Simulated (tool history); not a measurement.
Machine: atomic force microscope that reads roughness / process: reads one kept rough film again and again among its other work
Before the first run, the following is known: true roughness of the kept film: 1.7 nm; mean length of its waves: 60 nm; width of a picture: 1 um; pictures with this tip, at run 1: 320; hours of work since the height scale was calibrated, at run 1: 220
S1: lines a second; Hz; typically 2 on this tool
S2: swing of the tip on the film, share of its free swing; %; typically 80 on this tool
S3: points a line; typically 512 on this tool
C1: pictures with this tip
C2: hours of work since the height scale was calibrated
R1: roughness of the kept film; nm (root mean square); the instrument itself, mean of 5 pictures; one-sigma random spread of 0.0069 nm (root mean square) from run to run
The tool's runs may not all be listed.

run 1 hour=0 | S1=2 S2=80 S3=512 | C1=320 C2=220 | R1=1.402
run 2 hour=5.9 | S1=2 S2=80 S3=512 | C1=329 C2=225 | R1=1.362
run 3 hour=13.4 | S1=2 S2=81 S3=512 | C1=341 C2=231 | R1=1.372
-- hour=17.8 new tip fitted
run 4 hour=23.3 | S1=2 S2=81 S3=565 | C1=9 C2=238 | R1=1.391
run 5 hour=33.9 | S1=2 S2=80 S3=512 | C1=26 C2=247 | R1=1.399
run 6 hour=44.8 | S1=2 S2=80 S3=512 | C1=43 C2=255 | R1=1.406
run 7 hour=54.7 | S1=2 S2=80 S3=512 | C1=59 C2=263 | R1=1.41
run 8 hour=61.7 | S1=2 S2=80 S3=570 | C1=70 C2=269 | R1=1.401
run 9 hour=67.6 | S1=1.54 S2=80 S3=570 | C1=80 C2=273 | R1=1.45
run 10 hour=72.1 | S1=1.54 S2=80 S3=570 | C1=87 C2=277 | R1=1.446
run 11 hour=76.5 | S1=1.54 S2=80 S3=570 | C1=94 C2=280 | R1=1.445
run 12 hour=87.3 | S1=1.54 S2=80 S3=570 | C1=111 C2=289 | R1=1.446
run 13 hour=96.7 | S1=1.54 S2=80 S3=570 | C1=126 C2=297 | R1=1.453
run 14 hour=102.8 | S1=3.56 S2=62 S3=386 | C1=136 C2=301 | R1=1.476
run 15 hour=111.2 | S1=3.56 S2=62 S3=386 | C1=150 C2=308 | R1=1.473
run 16 hour=120.9 | S1=1.62 S2=65 S3=840 | C1=165 C2=316 | R1=1.557
run 17 hour=128.9 | S1=1.62 S2=65 S3=840 | C1=178 C2=322 | R1=1.55
run 18 hour=134.1 | S1=1.01 S2=57 S3=590 | C1=186 C2=326 | R1=1.612
run 19 hour=139.3 | S1=1.01 S2=57 S3=590 | C1=195 C2=330 | R1=1.613
run 20 hour=146.5 | S1=1.01 S2=57 S3=590 | C1=206 C2=336 | R1=1.619
run 21 hour=150.9 | S1=1.01 S2=57 S3=590 | C1=213 C2=340 | R1=1.615
run 22 hour=156.4 | S1=1.37 S2=64 S3=274 | C1=222 C2=344 | R1=1.566
run 23 hour=167 | S1=1.37 S2=64 S3=274 | C1=239 C2=352 | R1=1.561
run 24 hour=172.6 | S1=0.9 S2=69 S3=512 | C1=248 C2=357 | R1=1.582
run 25 hour=177.4 | S1=0.9 S2=69 S3=512 | C1=255 C2=361 | R1=1.57

What differs in the tool's unlogged condition from the final listed run ahead of each entry between runs to the first listed run following it?
Runs 3 to 4: new tip fitted (hour 17.8)
  radius of the tip, nm: 12.5 -> 5.3; height scale over the true one, %: -0.37 -> -0.38
  the result without the hidden state subtracted from the measured one, R1: -0.024 -> -0.006 nm (root mean square)
